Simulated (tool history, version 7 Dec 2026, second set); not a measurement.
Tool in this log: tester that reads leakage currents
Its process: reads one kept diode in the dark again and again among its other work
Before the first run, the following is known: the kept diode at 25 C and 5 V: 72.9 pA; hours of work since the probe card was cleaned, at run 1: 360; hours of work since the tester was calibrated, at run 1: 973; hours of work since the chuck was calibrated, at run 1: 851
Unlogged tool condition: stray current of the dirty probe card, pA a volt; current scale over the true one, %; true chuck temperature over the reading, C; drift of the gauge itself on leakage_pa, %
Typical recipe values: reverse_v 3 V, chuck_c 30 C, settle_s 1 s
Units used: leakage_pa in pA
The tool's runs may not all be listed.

run    hour  reverse_v  chuck_c  settle_s  hours of work since the probe card was cleaned  hours of work since the tester was calibrated  hours of work since the chuck was calibrated  leakage_pa
  1       0          3       30         1                                             360                                            973                                           851       91.69
  2   204.7          3       30         1                                             499                                           1112                                           990       91.56
  3   339.5       3.69       30         1                                             590                                           1203                                          1082       101.2
  4   494.2          3       30      0.42                                             695                                           1309                                          1187       91.94
  5   627.9          3       30      0.42                                             786                                           1399                                          1278       92.25
  6   800.8       1.14       30         1                                             904                                           1517                                          1395       58.23
      893.5  -- chuck's temperature calibrated
  7   906.8       1.14       30         1                                             974                                           1588                                             9       58.23
  8  1040.5       1.14       30         1                                            1065                                           1678                                           100       58.77
  9  1256.9       1.14       30         1                                            1212                                           1826                                           247       58.29
 10  1384.8          3       30         1                                            1299                                           1912                                           334       91.28
 11  1484.7          3       30         1                                            1367                                           1980                                           402       91.88
 12  1624.6          3       30         1                                            1462                                           2075                                           497       91.56
 13  1747.3          3       47         1                                            1546                                           2159                                           580      394.99
 14  1858.1          3       30         1                                            1621                                           2234                                           656       91.75
 15  1981.1          3       30         1                                            1705                                           2318                                           739       91.97
 16    2152       4.55       30         1                                            1821                                           2434                                           855      111.72
 17  2327.4       4.55       30         1                                            1940                                           2553                                           974       111.3
 18  2464.4          3       30         1                                            2033                                           2646                                          1068       91.61
 19  2577.3          3       30         1                                            2110                                           2723                                          1144       91.87
     2635.3  -- probe card cleaned and baked
 20  2754.7          3       30         1                                              81                                           2841                                          1263       91.69
 21  2896.6      14.93       49       6.2                                             178                                           2938                                          1359      974.48
     2928.9  -- tester calibrated
     3034.9  -- chuck's temperature calibrated
 22  3034.9       2.73       30         1                                             269                                             71                                             0       87.89
 23  3146.7       2.73       41      0.81                                             345                                            147                                            76      229.79
 24  3293.5        8.4       47      5.62                                             445                                            246                                           176       634.7
 25  3417.9        8.4       47      5.62                                             529                                            331                                           260      633.74
 26  3512.7        8.4       47      5.62                                             593                                            395                                           325      633.24
 27  3666.8        8.4       47      5.62                                             698                                            500                                           429      631.29
 28  3847.6        8.4       54      1.38                                             821                                            623                                           552     1111.67
 29  3953.1        8.4       54      1.38                                             893                                            695                                           624     1108.24
 30  4089.6        8.4       54      1.38                                             986                                            787                                           717     1111.91
 31  4208.2       8.55       58       0.3                                            1066                                            868                                           797     1509.99
 32    4305          3       26         1                                            1132                                            934                                           863       63.79
 33  4465.8          3       26         1                                            1241                                           1043                                           972       63.81
 34  4657.1       3.97       30         1                                            1371                                           1173                                          1102      104.16
 35  4852.7       1.23       30      1.72                                            1504                                           1306                                          1235       60.46
 36  4957.8       19.4       30      0.61                                            1576                                           1377                                          1307      221.16
     5166.8  -- chuck's temperature calibrated
 37  5166.8      12.77       25      0.61                                            1716                                           1518                                             0      114.96
 38  5336.4      12.77       25      0.61                                            1831                                           1633                                           115      115.14
 39  5453.5        1.8       36      5.61                                            1911                                           1713                                           195      122.68
 40    5633       8.24       41      0.78                                            2033                                           1835                                           317       383.2

Measured less the same run without the tool's hidden state. The same run-to-run variation is in both; the gauge's scatter may not be:
run  leakage_pa
  1       +0.05
  2       +0.07
  3       +0.08
  4       +0.08
  5       +0.09
  6       +0.06
  7       +0.02
  8       +0.02
  9       +0.02
 10       +0.05
 11       +0.06
 12       +0.06
 13       +0.23
 14       +0.08
 15       +0.09
 16       +0.13
 17       +0.14
 18       +0.12
 19       +0.12
 20        +0.1
 21       +1.01
 22       +0.01
 23       +0.03
 24       +0.12
 25       +0.15
 26       +0.19
 27       +0.24
 28       +0.48
 29       +0.54
 30        +0.6
 31       +0.87
 32       +0.06
 33       +0.08
 34       +0.12
 35       +0.07
 36       +0.39
 37       +0.12
 38       +0.14
 39       +0.05
 40       +0.21
